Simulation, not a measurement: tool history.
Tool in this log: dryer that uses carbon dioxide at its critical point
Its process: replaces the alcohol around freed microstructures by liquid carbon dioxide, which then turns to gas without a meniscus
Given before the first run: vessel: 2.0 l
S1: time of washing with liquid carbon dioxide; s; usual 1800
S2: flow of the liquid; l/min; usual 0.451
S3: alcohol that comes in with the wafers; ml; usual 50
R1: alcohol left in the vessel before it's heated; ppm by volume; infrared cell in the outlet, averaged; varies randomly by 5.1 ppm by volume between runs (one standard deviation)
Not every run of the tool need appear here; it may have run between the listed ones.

{"run": 1, "hour": 0.0, "S1": 1800, "S2": 0.451, "S3": 50, "R1": 136}
{"run": 2, "hour": 18.0, "S1": 1800, "S2": 0.451, "S3": 50, "R1": 137}
{"run": 3, "hour": 35.6, "S1": 1800, "S2": 0.451, "S3": 57, "R1": 141}
{"run": 4, "hour": 53.6, "S1": 1800, "S2": 0.451, "S3": 57, "R1": 150}
{"run": 5, "hour": 74.2, "S1": 1800, "S2": 0.451, "S3": 50, "R1": 134}
{"run": 6, "hour": 99.3, "S1": 1800, "S2": 0.451, "S3": 50, "R1": 143}
{"run": 7, "hour": 114.4, "S1": 1800, "S2": 0.348, "S3": 50, "R1": 340}
{"run": 8, "hour": 136.2, "S1": 1800, "S2": 0.451, "S3": 50, "R1": 139}
{"run": 9, "hour": 159.5, "S1": 1800, "S2": 0.451, "S3": 112, "R1": 248}
{"run": 10, "hour": 187.8, "S1": 1800, "S2": 0.451, "S3": 112, "R1": 246}
{"run": 11, "hour": 213.3, "S1": 1800, "S2": 0.451, "S3": 112, "R1": 247}
{"run": 12, "hour": 234.4, "S1": 1800, "S2": 0.451, "S3": 112, "R1": 256}
{"hour": 241.3, "done": "inlet filter changed"}
{"run": 13, "hour": 257.1, "S1": 1800, "S2": 0.451, "S3": 25, "R1": 112}
{"run": 14, "hour": 277.0, "S1": 1800, "S2": 0.451, "S3": 25, "R1": 118}
{"run": 15, "hour": 299.1, "S1": 1800, "S2": 0.451, "S3": 25, "R1": 118}
{"run": 16, "hour": 327.0, "S1": 1800, "S2": 0.451, "S3": 37, "R1": 134}
{"run": 17, "hour": 349.4, "S1": 1800, "S2": 0.451, "S3": 37, "R1": 124}
{"run": 18, "hour": 361.4, "S1": 1800, "S2": 0.451, "S3": 37, "R1": 127}
{"run": 19, "hour": 389.0, "S1": 1800, "S2": 0.451, "S3": 37, "R1": 127}
{"run": 20, "hour": 405.0, "S1": 1800, "S2": 0.451, "S3": 37, "R1": 132}
{"run": 21, "hour": 426.8, "S1": 1800, "S2": 0.451, "S3": 37, "R1": 142}
{"run": 22, "hour": 455.6, "S1": 1800, "S2": 0.36, "S3": 50, "R1": 295}
{"run": 23, "hour": 467.8, "S1": 1320, "S2": 0.451, "S3": 50, "R1": 395}
{"run": 24, "hour": 482.5, "S1": 1800, "S2": 0.451, "S3": 50, "R1": 156}
{"run": 25, "hour": 507.5, "S1": 1140, "S2": 0.294, "S3": 23, "R1": 1028}
{"run": 26, "hour": 533.3, "S1": 1620, "S2": 0.451, "S3": 50, "R1": 208}
{"run": 27, "hour": 551.4, "S1": 2400, "S2": 0.451, "S3": 50, "R1": 115}
{"run": 28, "hour": 569.3, "S1": 2400, "S2": 0.657, "S3": 69, "R1": 112}
{"run": 29, "hour": 589.5, "S1": 2400, "S2": 0.657, "S3": 69, "R1": 102}
{"run": 30, "hour": 613.1, "S1": 2400, "S2": 0.657, "S3": 69, "R1": 109}
{"run": 31, "hour": 625.4, "S1": 2400, "S2": 0.605, "S3": 69, "R1": 107}
{"run": 32, "hour": 643.4, "S1": 2700, "S2": 0.725, "S3": 74, "R1": 116}
{"run": 33, "hour": 659.5, "S1": 1860, "S2": 0.436, "S3": 74, "R1": 226}
{"run": 34, "hour": 685.9, "S1": 2040, "S2": 0.297, "S3": 70, "R1": 537}
{"run": 35, "hour": 697.9, "S1": 2040, "S2": 0.297, "S3": 70, "R1": 550}
{"run": 36, "hour": 716.4, "S1": 2280, "S2": 0.297, "S3": 70, "R1": 376}
{"run": 37, "hour": 741.4, "S1": 1800, "S2": 0.598, "S3": 30, "R1": 131}
{"run": 38, "hour": 768.8, "S1": 1800, "S2": 0.598, "S3": 30, "R1": 124}
{"hour": 779.3, "done": "inlet filter changed"}
{"run": 39, "hour": 786.5, "S1": 1800, "S2": 0.451, "S3": 45, "R1": 162}
{"run": 40, "hour": 809.7, "S1": 1800, "S2": 0.466, "S3": 72, "R1": 184}
{"run": 41, "hour": 831.1, "S1": 1740, "S2": 0.466, "S3": 72, "R1": 198}
{"run": 42, "hour": 849.0, "S1": 2160, "S2": 0.451, "S3": 22, "R1": 132}
{"run": 43, "hour": 862.0, "S1": 1140, "S2": 0.409, "S3": 53, "R1": 906}
{"run": 44, "hour": 878.7, "S1": 1260, "S2": 0.451, "S3": 77, "R1": 670}
{"run": 45, "hour": 896.7, "S1": 1140, "S2": 0.329, "S3": 29, "R1": 966}
{"run": 46, "hour": 916.0, "S1": 1140, "S2": 0.329, "S3": 29, "R1": 979}
{"run": 47, "hour": 930.7, "S1": 1140, "S2": 0.329, "S3": 29, "R1": 988}

Forecast each of these 4 alternatives for the next run:
{"run": "A", "hour": 949.4, "S1": 2820, "S2": 0.647, "S3": 50, "R1": "?"}
{"run": "B", "hour": 949.4, "S1": 1800, "S2": 0.653, "S3": 27, "R1": "?"}
{"run": "C", "hour": 949.4, "S1": 1800, "S2": 0.347, "S3": 41, "R1": "?"}
{"run": "D", "hour": 949.4, "S1": 1560, "S2": 0.329, "S3": 76, "R1": "?"}

run=A R1=137
run=B R1=132
run=C R1=305
run=D R1=917
Stripped of hidden state, with their random variation kept, the same runs would have yielded:
run=A R1=8
run=B R1=6
run=C R1=154
run=D R1=700
